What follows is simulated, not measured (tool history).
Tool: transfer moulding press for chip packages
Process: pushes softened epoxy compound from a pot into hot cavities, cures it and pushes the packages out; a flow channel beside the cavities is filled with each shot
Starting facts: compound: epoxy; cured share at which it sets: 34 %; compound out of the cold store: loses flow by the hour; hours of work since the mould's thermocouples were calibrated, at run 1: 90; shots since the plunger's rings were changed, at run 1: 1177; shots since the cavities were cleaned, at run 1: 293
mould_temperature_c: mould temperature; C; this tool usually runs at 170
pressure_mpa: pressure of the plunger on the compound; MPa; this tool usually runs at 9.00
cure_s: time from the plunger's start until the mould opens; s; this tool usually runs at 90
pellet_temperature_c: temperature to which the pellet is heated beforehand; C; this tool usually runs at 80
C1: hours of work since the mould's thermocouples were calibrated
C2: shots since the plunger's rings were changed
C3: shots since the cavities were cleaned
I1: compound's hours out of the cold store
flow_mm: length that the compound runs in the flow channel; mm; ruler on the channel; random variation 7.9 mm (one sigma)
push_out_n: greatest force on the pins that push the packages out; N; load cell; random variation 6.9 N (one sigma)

run 1 hour=0.0 | mould_temperature_c=170 pressure_mpa=9.00 cure_s=90 pellet_temperature_c=80 | C1=90 C2=1177 C3=293 | I1=15.8 | flow_mm=933 push_out_n=383
run 2 hour=24.8 | mould_temperature_c=170 pressure_mpa=9.00 cure_s=90 pellet_temperature_c=80 | C1=105 C2=1494 C3=610 | I1=16.7 | flow_mm=945 push_out_n=418
-- hour=35.7 cavities cleaned with cleaning compound and waxed
run 3 hour=46.9 | mould_temperature_c=170 pressure_mpa=9.00 cure_s=90 pellet_temperature_c=82 | C1=118 C2=1759 C3=144 | I1=40.8 | flow_mm=869 push_out_n=506
run 4 hour=68.9 | mould_temperature_c=170 pressure_mpa=9.00 cure_s=90 pellet_temperature_c=82 | C1=132 C2=2041 C3=426 | I1=45.0 | flow_mm=829 push_out_n=470
run 5 hour=82.4 | mould_temperature_c=170 pressure_mpa=9.00 cure_s=90 pellet_temperature_c=82 | C1=141 C2=2214 C3=599 | I1=21.2 | flow_mm=915 push_out_n=512
-- hour=94.0 cavities cleaned with cleaning compound and waxed
run 6 hour=111.1 | mould_temperature_c=170 pressure_mpa=9.00 cure_s=90 pellet_temperature_c=82 | C1=158 C2=2563 C3=220 | I1=17.1 | flow_mm=908 push_out_n=342
run 7 hour=134.5 | mould_temperature_c=170 pressure_mpa=9.00 cure_s=90 pellet_temperature_c=80 | C1=173 C2=2863 C3=520 | I1=13.9 | flow_mm=919 push_out_n=401
-- hour=152.2 cavities cleaned with cleaning compound and waxed
run 8 hour=153.3 | mould_temperature_c=170 pressure_mpa=9.00 cure_s=90 pellet_temperature_c=80 | C1=184 C2=3085 C3=15 | I1=29.3 | flow_mm=873 push_out_n=294
run 9 hour=167.0 | mould_temperature_c=170 pressure_mpa=9.00 cure_s=90 pellet_temperature_c=80 | C1=192 C2=3260 C3=190 | I1=39.7 | flow_mm=821 push_out_n=329
run 10 hour=180.1 | mould_temperature_c=174 pressure_mpa=9.00 cure_s=90 pellet_temperature_c=80 | C1=200 C2=3429 C3=359 | I1=36.1 | flow_mm=824 push_out_n=302
-- hour=191.8 cavities cleaned with cleaning compound and waxed, once more
run 11 hour=193.8 | mould_temperature_c=174 pressure_mpa=9.00 cure_s=90 pellet_temperature_c=80 | C1=208 C2=3584 C3=24 | I1=27.2 | flow_mm=847 push_out_n=237
run 12 hour=218.9 | mould_temperature_c=173 pressure_mpa=9.00 cure_s=119 pellet_temperature_c=80 | C1=224 C2=3907 C3=347 | I1=10.2 | flow_mm=909 push_out_n=257
run 13 hour=230.6 | mould_temperature_c=170 pressure_mpa=8.01 cure_s=102 pellet_temperature_c=80 | C1=231 C2=4057 C3=497 | I1=35.3 | flow_mm=786 push_out_n=322
-- hour=249.8 cavities cleaned with cleaning compound and waxed
run 14 hour=254.4 | mould_temperature_c=176 pressure_mpa=8.91 cure_s=111 pellet_temperature_c=80 | C1=245 C2=4343 C3=60 | I1=30.7 | flow_mm=811 push_out_n=196

Below are 4 alternative next runs, each starting from the tool's condition after run 14. Predict each:
run A hour=267.5 | mould_temperature_c=170 pressure_mpa=9.00 cure_s=90 pellet_temperature_c=87 | C1=254 C2=4511 C3=228 | I1=43.0 | flow_mm=? push_out_n=?
run B hour=267.5 | mould_temperature_c=176 pressure_mpa=8.91 cure_s=111 pellet_temperature_c=84 | C1=254 C2=4511 C3=228 | I1=10.7 | flow_mm=? push_out_n=?
run C hour=267.5 | mould_temperature_c=170 pressure_mpa=10.01 cure_s=90 pellet_temperature_c=80 | C1=254 C2=4511 C3=228 | I1=24.0 | flow_mm=? push_out_n=?
run D hour=267.5 | mould_temperature_c=170 pressure_mpa=9.88 cure_s=85 pellet_temperature_c=78 | C1=254 C2=4511 C3=228 | I1=47.6 | flow_mm=? push_out_n=?

run=A flow_mm=789 push_out_n=337
run=B flow_mm=869 push_out_n=223
run=C flow_mm=885 push_out_n=359
run=D flow_mm=825 push_out_n=380
Stripped of hidden state, with their random variation kept, the same runs would have yielded:
run=A flow_mm=870 push_out_n=269
run=B flow_mm=958 push_out_n=180
run=C flow_mm=975 push_out_n=286
run=D flow_mm=909 push_out_n=302

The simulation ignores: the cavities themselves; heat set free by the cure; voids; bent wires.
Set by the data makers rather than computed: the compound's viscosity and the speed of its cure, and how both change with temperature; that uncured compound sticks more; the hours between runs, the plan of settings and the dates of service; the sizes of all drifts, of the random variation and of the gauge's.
